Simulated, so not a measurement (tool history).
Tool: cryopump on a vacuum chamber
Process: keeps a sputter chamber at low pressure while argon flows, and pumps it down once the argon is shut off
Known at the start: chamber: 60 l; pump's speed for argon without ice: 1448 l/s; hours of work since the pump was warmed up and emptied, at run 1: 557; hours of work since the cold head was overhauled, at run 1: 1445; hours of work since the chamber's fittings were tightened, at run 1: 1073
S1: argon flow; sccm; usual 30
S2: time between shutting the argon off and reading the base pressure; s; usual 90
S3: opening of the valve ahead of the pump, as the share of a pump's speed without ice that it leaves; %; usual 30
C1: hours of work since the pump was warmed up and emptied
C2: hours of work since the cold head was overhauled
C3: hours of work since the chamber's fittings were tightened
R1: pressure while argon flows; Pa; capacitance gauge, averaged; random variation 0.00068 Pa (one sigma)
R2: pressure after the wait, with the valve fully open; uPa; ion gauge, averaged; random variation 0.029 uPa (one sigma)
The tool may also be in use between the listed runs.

| run | hour | S1 | S2 | S3 | C1 | C2 | C3 | R1 | R2 |
|---|---|---|---|---|---|---|---|---|---|
| 1 | 0.0 | 30 | 90 | 30 | 557 | 1445 | 1073 | 0.1285 | 1.74 |
| 2 | 86.7 | 30 | 90 | 30 | 625 | 1513 | 1141 | 0.1321 | 1.80 |
| 3 | 142.9 | 30 | 90 | 30 | 670 | 1557 | 1185 | 0.1316 | 1.77 |
| 4 | 253.7 | 30 | 23 | 30 | 756 | 1644 | 1272 | 0.1365 | 5.38 |
|  | 286.4 | pump warmed up, emptied and cooled again |
| 5 | 376.7 | 30 | 90 | 30 | 71 | 1736 | 1365 | 0.1182 | 1.66 |
| 6 | 497.8 | 30 | 90 | 30 | 166 | 1831 | 1460 | 0.1213 | 1.73 |
| 7 | 568.2 | 30 | 90 | 33 | 221 | 1886 | 1515 | 0.1106 | 1.73 |
| 8 | 633.1 | 38 | 90 | 33 | 272 | 1937 | 1566 | 0.1414 | 1.76 |
| 9 | 743.9 | 38 | 90 | 33 | 359 | 2024 | 1653 | 0.1432 | 1.82 |
| 10 | 838.9 | 38 | 20 | 33 | 433 | 2099 | 1727 | 0.1471 | 5.88 |
| 11 | 948.3 | 30 | 90 | 30 | 519 | 2184 | 1813 | 0.1289 | 1.87 |
| 12 | 1040.8 | 30 | 90 | 30 | 592 | 2257 | 1886 | 0.1300 | 1.95 |
| 13 | 1102.0 | 30 | 90 | 30 | 640 | 2305 | 1934 | 0.1319 | 2.05 |
| 14 | 1195.3 | 32 | 90 | 33 | 713 | 2378 | 2007 | 0.1309 | 2.06 |
| 15 | 1246.5 | 34 | 22 | 51 | 753 | 2418 | 2047 | 0.0999 | 5.73 |
|  | 1279.6 | pump warmed up, emptied and cooled again |
| 16 | 1369.5 | 17 | 90 | 16 | 70 | 2511 | 2140 | 0.1255 | 1.84 |
| 17 | 1470.6 | 30 | 128 | 51 | 150 | 2590 | 2219 | 0.0718 | 1.51 |
| 18 | 1528.7 | 19 | 101 | 40 | 195 | 2636 | 2264 | 0.0581 | 1.77 |
| 19 | 1617.6 | 19 | 101 | 40 | 265 | 2705 | 2334 | 0.0591 | 1.81 |
| 20 | 1670.3 | 19 | 101 | 40 | 306 | 2747 | 2375 | 0.0593 | 1.76 |
| 21 | 1793.6 | 17 | 28 | 24 | 403 | 2843 | 2472 | 0.0887 | 4.54 |
| 22 | 1880.7 | 30 | 90 | 46 | 471 | 2912 | 2540 | 0.0863 | 2.11 |
| 23 | 1968.0 | 30 | 96 | 37 | 540 | 2980 | 2609 | 0.1074 | 2.03 |

Forecast each of these 3 alternatives for the next run:
| A | 2080.3 | 43 | 119 | 40 | 628 | 3068 | 2697 | ? | ? |
| B | 2080.3 | 26 | 167 | 22 | 628 | 3068 | 2697 | ? | ? |
| C | 2080.3 | 17 | 266 | 19 | 628 | 3068 | 2697 | ? | ? |

| run | R1 | R2 |
|---|---|---|
| A | 0.1482 | 1.98 |
| B | 0.1511 | 1.72 |
| C | 0.1125 | 1.52 |
Without the tool's hidden state the same runs would have given:
| run | R1 | R2 |
|---|---|---|
| A | 0.1254 | 1.09 |
| B | 0.1373 | 0.86 |
| C | 0.1035 | 0.62 |

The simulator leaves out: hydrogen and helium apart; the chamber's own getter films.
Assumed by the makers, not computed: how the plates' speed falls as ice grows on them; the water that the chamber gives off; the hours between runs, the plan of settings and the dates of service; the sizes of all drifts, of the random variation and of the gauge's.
